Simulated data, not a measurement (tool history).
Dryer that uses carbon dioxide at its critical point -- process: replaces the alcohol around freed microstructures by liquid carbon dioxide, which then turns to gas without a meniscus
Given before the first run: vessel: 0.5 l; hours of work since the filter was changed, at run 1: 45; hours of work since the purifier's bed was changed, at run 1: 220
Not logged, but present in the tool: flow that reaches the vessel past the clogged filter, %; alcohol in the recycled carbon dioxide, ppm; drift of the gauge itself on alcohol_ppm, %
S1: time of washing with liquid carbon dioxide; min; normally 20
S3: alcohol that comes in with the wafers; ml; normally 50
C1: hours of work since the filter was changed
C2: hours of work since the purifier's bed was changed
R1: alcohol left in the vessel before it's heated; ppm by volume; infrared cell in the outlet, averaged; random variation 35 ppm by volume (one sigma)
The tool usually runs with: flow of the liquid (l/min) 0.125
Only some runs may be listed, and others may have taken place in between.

Run 1, hour 0.0: usual settings; C1 45; C2 220. Result: R1 2566 ppm by volume.
Run 2, hour 11.5: usual settings; C1 51; C2 226. Result: R1 2608 ppm by volume.
Run 3, hour 20.7: usual settings; C1 55; C2 231. Result: R1 2556 ppm by volume.
Run 4, hour 26.4: usual settings; C1 58; C2 233. Result: R1 2606 ppm by volume.
Run 5, hour 36.2: usual settings; C1 63; C2 238. Result: R1 2686 ppm by volume.
Run 6, hour 46.6: usual settings; C1 68; C2 243. Result: R1 2693 ppm by volume.
Run 7, hour 57.5: usual settings; C1 73; C2 249. Result: R1 2706 ppm by volume.
Run 8, hour 65.2: usual settings but S1 31 min; C1 77; C2 253. Result: R1 387 ppm by volume.
Run 9, hour 74.1: usual settings but S1 31 min; C1 82; C2 257. Result: R1 407 ppm by volume.
Run 10, hour 80.8: usual settings but S1 31 min; C1 85; C2 261. Result: R1 406 ppm by volume.
Run 11, hour 87.1: usual settings but S1 31 min; C1 88; C2 264. Result: R1 411 ppm by volume.
Run 12, hour 99.9: usual settings but S1 13 min; C1 95; C2 270. Result: R1 9969 ppm by volume.
Run 13, hour 108.3: usual settings but S1 13 min; C1 99; C2 274. Result: R1 9964 ppm by volume.
Run 14, hour 114.5: usual settings but S3 114 ml; C1 102; C2 277. Result: R1 6442 ppm by volume.
Run 15, hour 124.0: usual settings but S3 114 ml; C1 107; C2 282. Result: R1 6478 ppm by volume.
Run 16, hour 130.5: usual settings but flow of the liquid (l/min) 0.115; C1 110; C2 285. Result: R1 3730 ppm by volume.
Run 17, hour 142.6: usual settings but flow of the liquid (l/min) 0.079, S3 29 ml; C1 116; C2 291. Result: R1 5865 ppm by volume.
Run 18, hour 152.5: usual settings but flow of the liquid (l/min) 0.143, S3 53 ml; C1 121; C2 296. Result: R1 1844 ppm by volume.
Run 19, hour 162.2: usual settings but flow of the liquid (l/min) 0.143, S3 53 ml; C1 126; C2 301. Result: R1 1938 ppm by volume.
Run 20, hour 168.4: usual settings but S1 23 min, flow of the liquid (l/min) 0.198, S3 61 ml; C1 129; C2 304. Result: R1 255 ppm by volume.
Run 21, hour 181.1: usual settings but S1 23 min, flow of the liquid (l/min) 0.198, S3 61 ml; C1 135; C2 311. Result: R1 254 ppm by volume.
Run 22, hour 193.6: usual settings but flow of the liquid (l/min) 0.137, S3 68 ml; C1 142; C2 317. Result: R1 2959 ppm by volume.
Run 23, hour 200.8: usual settings but S1 21 min, flow of the liquid (l/min) 0.137, S3 103 ml; C1 145; C2 320. Result: R1 3591 ppm by volume.
Run 24, hour 211.1: usual settings but S1 21 min, flow of the liquid (l/min) 0.137, S3 103 ml; C1 150; C2 326. Result: R1 3785 ppm by volume.
Run 25, hour 222.7: usual settings but S1 30 min, flow of the liquid (l/min) 0.137, S3 27 ml; C1 156; C2 331. Result: R1 210 ppm by volume.
Run 26, hour 233.4: usual settings but S3 65 ml; C1 161; C2 337. Result: R1 4070 ppm by volume.
Run 27, hour 246.2: usual settings but S3 65 ml; C1 168; C2 343. Result: R1 4079 ppm by volume.
Run 28, hour 258.6: usual settings but flow of the liquid (l/min) 0.083; C1 174; C2 349. Result: R1 10109 ppm by volume.
Run 29, hour 263.9: usual settings but flow of the liquid (l/min) 0.096, S3 83 ml; C1 177; C2 352. Result: R1 11468 ppm by volume.
Run 30, hour 270.2: usual settings but S1 13 min, flow of the liquid (l/min) 0.096, S3 43 ml; C1 180; C2 355. Result: R1 15193 ppm by volume.
Run 31, hour 280.7: usual settings but S1 13 min, flow of the liquid (l/min) 0.096, S3 43 ml; C1 185; C2 360. Result: R1 14933 ppm by volume.

What if the next run were any one of these 3? Each begins from the tool's condition after run 31:
Run A, hour 287.3: usual settings but S1 18 min, flow of the liquid (l/min) 0.109, S3 43 ml; C1 188; C2 364. Result: R1 ?.
Run B, hour 287.3: usual settings but S1 17 min, S3 75 ml; C1 188; C2 364. Result: R1 ?.
Run C, hour 287.3: usual settings but S1 13 min, flow of the liquid (l/min) 0.117, S3 65 ml; C1 188; C2 364. Result: R1 ?.

run     R1
  A   5795
  B   8163
  C  15704
What these runs would have given with no unlogged condition in the tool:
run     R1
  A   4439
  B   6139
  C  12813
